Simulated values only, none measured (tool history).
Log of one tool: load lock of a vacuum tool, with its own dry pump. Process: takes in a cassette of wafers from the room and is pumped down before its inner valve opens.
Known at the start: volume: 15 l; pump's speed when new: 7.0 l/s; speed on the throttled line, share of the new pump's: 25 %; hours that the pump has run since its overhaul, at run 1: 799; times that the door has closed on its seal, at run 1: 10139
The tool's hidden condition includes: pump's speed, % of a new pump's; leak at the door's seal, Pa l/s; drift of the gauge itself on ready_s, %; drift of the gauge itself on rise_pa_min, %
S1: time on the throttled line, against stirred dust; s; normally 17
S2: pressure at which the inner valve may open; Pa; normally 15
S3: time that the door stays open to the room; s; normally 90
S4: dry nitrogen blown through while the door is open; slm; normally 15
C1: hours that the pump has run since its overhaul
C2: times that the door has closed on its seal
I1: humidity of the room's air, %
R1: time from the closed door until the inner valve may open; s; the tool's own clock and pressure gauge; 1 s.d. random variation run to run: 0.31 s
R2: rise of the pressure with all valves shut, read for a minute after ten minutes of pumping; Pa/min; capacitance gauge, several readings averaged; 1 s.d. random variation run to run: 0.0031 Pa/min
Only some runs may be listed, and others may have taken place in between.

run 1 hour=0 | S1=17 S2=15 S3=90 S4=15 | C1=799 C2=10139 | I1=45.4 | R1=31.9 R2=0.114
run 2 hour=171 | S1=17 S2=15 S3=90 S4=15 | C1=970 C2=10767 | I1=46.2 | R1=31.9 R2=0.127
run 3 hour=299.7 | S1=17 S2=15 S3=90 S4=15 | C1=1099 C2=11239 | I1=42.8 | R1=32.3 R2=0.118
run 4 hour=476.6 | S1=17 S2=15 S3=90 S4=15 | C1=1276 C2=11889 | I1=44.7 | R1=32.2 R2=0.13
run 5 hour=597.3 | S1=17 S2=15 S3=90 S4=15 | C1=1396 C2=12332 | I1=47.3 | R1=32.6 R2=0.13
run 6 hour=750.1 | S1=17 S2=15 S3=90 S4=15 | C1=1549 C2=12893 | I1=46.2 | R1=32 R2=0.138
run 7 hour=962 | S1=17 S2=20 S3=90 S4=29 | C1=1761 C2=13671 | I1=44.7 | R1=30.9 R2=0.118
run 8 hour=1141.6 | S1=17 S2=20 S3=90 S4=29 | C1=1941 C2=14331 | I1=44.7 | R1=31.4 R2=0.13
run 9 hour=1262.4 | S1=10 S2=20 S3=36 S4=29 | C1=2061 C2=14774 | I1=43.1 | R1=26.2 R2=0.114
run 10 hour=1422.8 | S1=12 S2=20 S3=120 S4=29 | C1=2222 C2=15363 | I1=44.5 | R1=27.4 R2=0.148
run 11 hour=1578.9 | S1=13 S2=10 S3=154 S4=5 | C1=2378 C2=15937 | I1=46.3 | R1=30.4 R2=0.231

Branching from run 11: 5 alternative next runs. What would each branch give?
run A hour=1702.8 | S1=17 S2=15 S3=130 S4=13 | C1=2502 C2=16392 | I1=42.1 | R1=? R2=?
run B hour=1702.8 | S1=17 S2=15 S3=239 S4=6 | C1=2502 C2=16392 | I1=44.7 | R1=? R2=?
run C hour=1702.8 | S1=17 S2=21 S3=90 S4=15 | C1=2502 C2=16392 | I1=44.8 | R1=? R2=?
run D hour=1702.8 | S1=9 S2=18 S3=154 S4=12 | C1=2502 C2=16392 | I1=45.9 | R1=? R2=?
run E hour=1702.8 | S1=13 S2=10 S3=154 S4=16 | C1=2502 C2=16392 | I1=44 | R1=? R2=?

run=A R1=32.3 R2=0.178
run=B R1=32.5 R2=0.259
run=C R1=31.9 R2=0.166
run=D R1=26.4 R2=0.202
run=E R1=30.2 R2=0.185
What these runs would have given with no unlogged condition in the tool:
run=A R1=31.7 R2=0.086
run=B R1=31.9 R2=0.168
run=C R1=31.3 R2=0.074
run=D R1=25.7 R2=0.112
run=E R1=29.5 R2=0.092
